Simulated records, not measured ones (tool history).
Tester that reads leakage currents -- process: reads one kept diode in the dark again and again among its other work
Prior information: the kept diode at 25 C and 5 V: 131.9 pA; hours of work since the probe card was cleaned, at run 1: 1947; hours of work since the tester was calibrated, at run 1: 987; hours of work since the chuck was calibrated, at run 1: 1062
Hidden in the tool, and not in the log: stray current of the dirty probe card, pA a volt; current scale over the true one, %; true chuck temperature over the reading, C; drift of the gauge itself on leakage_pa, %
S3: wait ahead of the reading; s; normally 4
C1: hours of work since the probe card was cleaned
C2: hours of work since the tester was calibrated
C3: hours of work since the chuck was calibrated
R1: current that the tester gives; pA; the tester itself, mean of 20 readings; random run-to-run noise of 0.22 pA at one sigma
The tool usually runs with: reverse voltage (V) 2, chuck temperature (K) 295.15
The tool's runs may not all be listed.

run 1 hour=0 | reverse_voltage_(V)=2 chuck_temperature_(K)=295.15 S3=4 | C1=1947 C2=987 C3=1062 | R1=71.6
run 2 hour=51.3 | reverse_voltage_(V)=2 chuck_temperature_(K)=305.15 S3=4 | C1=1976 C2=1017 C3=1092 | R1=176.44
run 3 hour=77.9 | reverse_voltage_(V)=2 chuck_temperature_(K)=305.15 S3=4 | C1=1992 C2=1032 C3=1107 | R1=176.46
run 4 hour=100.9 | reverse_voltage_(V)=2 chuck_temperature_(K)=305.15 S3=4 | C1=2005 C2=1045 C3=1120 | R1=175.98
run 5 hour=147 | reverse_voltage_(V)=2 chuck_temperature_(K)=305.15 S3=0.35 | C1=2032 C2=1072 C3=1147 | R1=175.73
run 6 hour=179.1 | reverse_voltage_(V)=2 chuck_temperature_(K)=305.15 S3=0.35 | C1=2050 C2=1090 C3=1165 | R1=177.62
run 7 hour=225 | reverse_voltage_(V)=2 chuck_temperature_(K)=305.15 S3=0.35 | C1=2076 C2=1117 C3=1192 | R1=176.75
run 8 hour=276 | reverse_voltage_(V)=2 chuck_temperature_(K)=305.15 S3=0.35 | C1=2106 C2=1146 C3=1221 | R1=175.69
run 9 hour=316.3 | reverse_voltage_(V)=2 chuck_temperature_(K)=305.15 S3=0.35 | C1=2129 C2=1169 C3=1244 | R1=176.48
run 10 hour=355.1 | reverse_voltage_(V)=1.33 chuck_temperature_(K)=305.15 S3=0.35 | C1=2151 C2=1192 C3=1267 | R1=151.22
run 11 hour=400 | reverse_voltage_(V)=1.33 chuck_temperature_(K)=305.15 S3=0.35 | C1=2177 C2=1218 C3=1292 | R1=151.19
run 12 hour=427.7 | reverse_voltage_(V)=1.33 chuck_temperature_(K)=305.15 S3=0.35 | C1=2193 C2=1234 C3=1308 | R1=151.11
run 13 hour=472.6 | reverse_voltage_(V)=1.33 chuck_temperature_(K)=305.15 S3=0.35 | C1=2219 C2=1260 C3=1334 | R1=151.73
run 14 hour=500.5 | reverse_voltage_(V)=1.33 chuck_temperature_(K)=305.15 S3=0.35 | C1=2235 C2=1276 C3=1350 | R1=150.84
run 15 hour=551.8 | reverse_voltage_(V)=1.33 chuck_temperature_(K)=305.15 S3=0.35 | C1=2265 C2=1305 C3=1380 | R1=150.73
run 16 hour=581.3 | reverse_voltage_(V)=1.33 chuck_temperature_(K)=305.15 S3=0.35 | C1=2282 C2=1322 C3=1397 | R1=151.49
run 17 hour=602.8 | reverse_voltage_(V)=1.33 chuck_temperature_(K)=305.15 S3=0.35 | C1=2294 C2=1335 C3=1409 | R1=150.8
run 18 hour=630.8 | reverse_voltage_(V)=1.33 chuck_temperature_(K)=305.15 S3=0.35 | C1=2310 C2=1351 C3=1425 | R1=151.61
run 19 hour=661.7 | reverse_voltage_(V)=1.33 chuck_temperature_(K)=305.15 S3=2.86 | C1=2328 C2=1368 C3=1443 | R1=150.35
run 20 hour=686.2 | reverse_voltage_(V)=2 chuck_temperature_(K)=295.15 S3=3.13 | C1=2342 C2=1383 C3=1457 | R1=70.74
-- hour=705.4 probe card cleaned and baked
run 21 hour=736.8 | reverse_voltage_(V)=2 chuck_temperature_(K)=295.15 S3=3.13 | C1=18 C2=1410 C3=1485 | R1=70.69
run 22 hour=774.1 | reverse_voltage_(V)=2 chuck_temperature_(K)=295.15 S3=3.13 | C1=40 C2=1432 C3=1506 | R1=71.18
run 23 hour=796.8 | reverse_voltage_(V)=2 chuck_temperature_(K)=295.15 S3=3.13 | C1=53 C2=1445 C3=1519 | R1=71.04
run 24 hour=841.8 | reverse_voltage_(V)=1.48 chuck_temperature_(K)=316.15 S3=0.45 | C1=79 C2=1471 C3=1545 | R1=400.18
run 25 hour=872.7 | reverse_voltage_(V)=2 chuck_temperature_(K)=295.15 S3=4 | C1=96 C2=1488 C3=1563 | R1=71.02
run 26 hour=901.8 | reverse_voltage_(V)=1.93 chuck_temperature_(K)=303.15 S3=4 | C1=113 C2=1505 C3=1580 | R1=145.79
run 27 hour=927.9 | reverse_voltage_(V)=2.23 chuck_temperature_(K)=301.15 S3=3.03 | C1=128 C2=1520 C3=1595 | R1=129.19
-- hour=948.6 chuck's temperature calibrated
run 28 hour=959.2 | reverse_voltage_(V)=1.5 chuck_temperature_(K)=310.15 S3=3.03 | C1=145 C2=1537 C3=6 | R1=242.01
run 29 hour=996.7 | reverse_voltage_(V)=1.5 chuck_temperature_(K)=322.15 S3=1.89 | C1=167 C2=1559 C3=28 | R1=647.08
run 30 hour=1026.9 | reverse_voltage_(V)=5.32 chuck_temperature_(K)=306.15 S3=3.82 | C1=184 C2=1576 C3=45 | R1=276.86
run 31 hour=1058.8 | reverse_voltage_(V)=2.2 chuck_temperature_(K)=307.15 S3=2.48 | C1=203 C2=1594 C3=64 | R1=215.35
run 32 hour=1105.4 | reverse_voltage_(V)=1.31 chuck_temperature_(K)=295.15 S3=1.59 | C1=229 C2=1621 C3=90 | R1=60.68
run 33 hour=1143.2 | reverse_voltage_(V)=1.31 chuck_temperature_(K)=295.15 S3=1.59 | C1=251 C2=1643 C3=112 | R1=60.81
run 34 hour=1192.9 | reverse_voltage_(V)=19.75 chuck_temperature_(K)=295.15 S3=1.91 | C1=280 C2=1672 C3=141 | R1=168.63
run 35 hour=1221.7 | reverse_voltage_(V)=8.1 chuck_temperature_(K)=307.15 S3=2.48 | C1=296 C2=1688 C3=157 | R1=353.33
run 36 hour=1255.3 | reverse_voltage_(V)=5.64 chuck_temperature_(K)=295.15 S3=1.28 | C1=316 C2=1708 C3=177 | R1=105.27
run 37 hour=1288.2 | reverse_voltage_(V)=5.64 chuck_temperature_(K)=295.15 S3=1.28 | C1=335 C2=1727 C3=196 | R1=106.01
run 38 hour=1323.5 | reverse_voltage_(V)=4.58 chuck_temperature_(K)=295.15 S3=1.34 | C1=355 C2=1747 C3=216 | R1=97.43
run 39 hour=1345 | reverse_voltage_(V)=2 chuck_temperature_(K)=326.15 S3=4 | C1=367 C2=1759 C3=228 | R1=980.64

Forecast each of these 5 alternatives for the next run:
run A hour=1385.1 | reverse_voltage_(V)=2 chuck_temperature_(K)=314.15 S3=4 | C1=391 C2=1782 C3=252 | R1=?
run B hour=1385.1 | reverse_voltage_(V)=2 chuck_temperature_(K)=295.15 S3=1.08 | C1=391 C2=1782 C3=252 | R1=?
run C hour=1385.1 | reverse_voltage_(V)=16.4 chuck_temperature_(K)=326.15 S3=4 | C1=391 C2=1782 C3=252 | R1=?
run D hour=1385.1 | reverse_voltage_(V)=8.19 chuck_temperature_(K)=326.15 S3=4 | C1=391 C2=1782 C3=252 | R1=?
run E hour=1385.1 | reverse_voltage_(V)=2 chuck_temperature_(K)=301.15 S3=4 | C1=391 C2=1782 C3=252 | R1=?

run=A R1=379.61
run=B R1=71.54
run=C R1=2145.25
run=D R1=1665.56
run=E R1=122.54
Had the tool no hidden state, the same runs would have come out as:
run=A R1=379.51
run=B R1=71.52
run=C R1=2144.73
run=D R1=1665.16
run=E R1=122.5
